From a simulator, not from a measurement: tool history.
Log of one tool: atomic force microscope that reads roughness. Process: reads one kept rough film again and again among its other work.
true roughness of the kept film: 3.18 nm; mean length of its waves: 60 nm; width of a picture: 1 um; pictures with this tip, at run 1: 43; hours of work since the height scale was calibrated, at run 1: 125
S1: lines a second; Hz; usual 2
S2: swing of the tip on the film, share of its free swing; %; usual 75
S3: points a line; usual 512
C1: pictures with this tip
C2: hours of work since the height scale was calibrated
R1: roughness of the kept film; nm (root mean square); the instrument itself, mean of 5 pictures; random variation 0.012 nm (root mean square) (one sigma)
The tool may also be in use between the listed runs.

| run | day | S1 | S2 | S3 | C1 | C2 | R1 |
|---|---|---|---|---|---|---|---|
| 1 | 0 | 2 | 75 | 512 | 43 | 125 | 2.745 |
|  | 0.583 | new tip fitted |
| 2 | 0.717 | 2 | 75 | 512 | 5 | 133 | 2.753 |
| 3 | 1.112 | 2 | 75 | 512 | 20 | 138 | 2.755 |
| 4 | 1.467 | 2 | 75 | 512 | 34 | 142 | 2.721 |
| 5 | 2.221 | 2 | 75 | 512 | 63 | 151 | 2.704 |
|  | 2.292 | new tip fitted |
| 6 | 3.021 | 2 | 75 | 512 | 29 | 161 | 2.728 |
| 7 | 3.396 | 2 | 75 | 512 | 43 | 165 | 2.712 |
|  | 3.979 | new tip fitted |
| 8 | 3.996 | 2 | 75 | 512 | 1 | 172 | 2.777 |
| 9 | 4.508 | 2 | 73 | 512 | 21 | 178 | 2.781 |
| 10 | 5.342 | 2 | 75 | 460 | 53 | 188 | 2.711 |
|  | 5.704 | new tip fitted |
| 11 | 6.121 | 2 | 75 | 460 | 16 | 197 | 2.742 |
| 12 | 6.725 | 2.8 | 75 | 512 | 40 | 205 | 2.594 |
| 13 | 7.208 | 2 | 88 | 512 | 58 | 210 | 2.455 |
|  | 7.4 | new tip fitted |
| 14 | 8.012 | 2 | 88 | 273 | 24 | 220 | 2.499 |
| 15 | 8.671 | 2 | 75 | 512 | 49 | 228 | 2.718 |
|  | 9.096 | new tip fitted |
| 16 | 9.471 | 2 | 75 | 512 | 15 | 237 | 2.766 |
| 17 | 10.3 | 1.04 | 75 | 512 | 47 | 247 | 2.882 |
|  | 10.771 | new tip fitted |
| 18 | 10.8 | 2 | 75 | 512 | 1 | 253 | 2.742 |
| 19 | 11.388 | 1.07 | 75 | 512 | 24 | 260 | 2.896 |
| 20 | 12.138 | 2 | 75 | 512 | 53 | 269 | 2.709 |
|  | 12.425 | new tip fitted |
| 21 | 12.683 | 2 | 75 | 596 | 10 | 275 | 2.753 |
| 22 | 13.504 | 2 | 75 | 512 | 42 | 285 | 2.707 |
|  | 14.096 | new tip fitted |
| 23 | 14.125 | 0.52 | 86 | 513 | 1 | 292 | 2.963 |
| 24 | 14.604 | 0.52 | 86 | 513 | 20 | 298 | 2.945 |
|  | 14.712 | height scale calibrated on a step standard |
| 25 | 15.317 | 0.7 | 62 | 315 | 46 | 7 | 2.98 |
| 26 | 15.75 | 0.7 | 62 | 315 | 62 | 12 | 2.991 |
|  | 15.833 | new tip fitted |
| 27 | 16.35 | 0.7 | 62 | 315 | 20 | 19 | 3.035 |
|  | 16.538 | height scale calibrated on a step standard, once more |
| 28 | 16.988 | 0.62 | 67 | 567 | 43 | 5 | 3.004 |
|  | 17.583 | new tip fitted |
| 29 | 17.804 | 2 | 71 | 359 | 9 | 15 | 2.821 |
| 30 | 18.325 | 2 | 71 | 359 | 29 | 21 | 2.809 |
| 31 | 18.962 | 2 | 71 | 359 | 54 | 29 | 2.761 |
|  | 19.275 | new tip fitted |
| 32 | 19.767 | 2 | 75 | 316 | 19 | 38 | 2.728 |
| 33 | 20.6 | 1.4 | 85 | 744 | 52 | 48 | 2.672 |
|  | 20.933 | new tip fitted |
| 34 | 21.179 | 0.55 | 72 | 762 | 9 | 55 | 2.996 |
| 35 | 21.658 | 2 | 86 | 933 | 28 | 61 | 2.536 |
| 36 | 22.358 | 2 | 86 | 337 | 55 | 69 | 2.507 |
|  | 22.638 | new tip fitted |
| 37 | 22.746 | 2.89 | 86 | 337 | 4 | 74 | 2.364 |
| 38 | 23.296 | 2.89 | 86 | 337 | 26 | 80 | 2.339 |
| 39 | 24.079 | 2.89 | 86 | 337 | 56 | 90 | 2.312 |
|  | 24.333 | new tip fitted |
| 40 | 24.812 | 2.89 | 86 | 337 | 19 | 98 | 2.348 |
| 41 | 25.596 | 0.59 | 86 | 337 | 49 | 108 | 2.887 |
|  | 26.038 | new tip fitted |
| 42 | 26.438 | 0.62 | 55 | 805 | 16 | 118 | 3.079 |
| 43 | 27.025 | 3.24 | 90 | 892 | 39 | 125 | 2.135 |
|  | 27.688 | new tip fitted |
| 44 | 27.688 | 3.24 | 90 | 892 | 0 | 132 | 2.194 |

4 ways to go on from here, each from the tool as it stands after run 44. What would each give?
| A | 28.304 | 2 | 64 | 313 | 24 | 140 | ? |
| B | 28.304 | 2.18 | 90 | 806 | 24 | 140 | ? |
| C | 28.304 | 0.59 | 75 | 384 | 24 | 140 | ? |
| D | 28.304 | 3.24 | 80 | 864 | 24 | 140 | ? |

| run | R1 |
|---|---|
| A | 2.881 |
| B | 2.407 |
| C | 2.994 |
| D | 2.458 |
Without the tool's hidden state the same runs would have given:
| run | R1 |
|---|---|
| A | 2.909 |
| B | 2.43 |
| C | 3.023 |
| D | 2.482 |
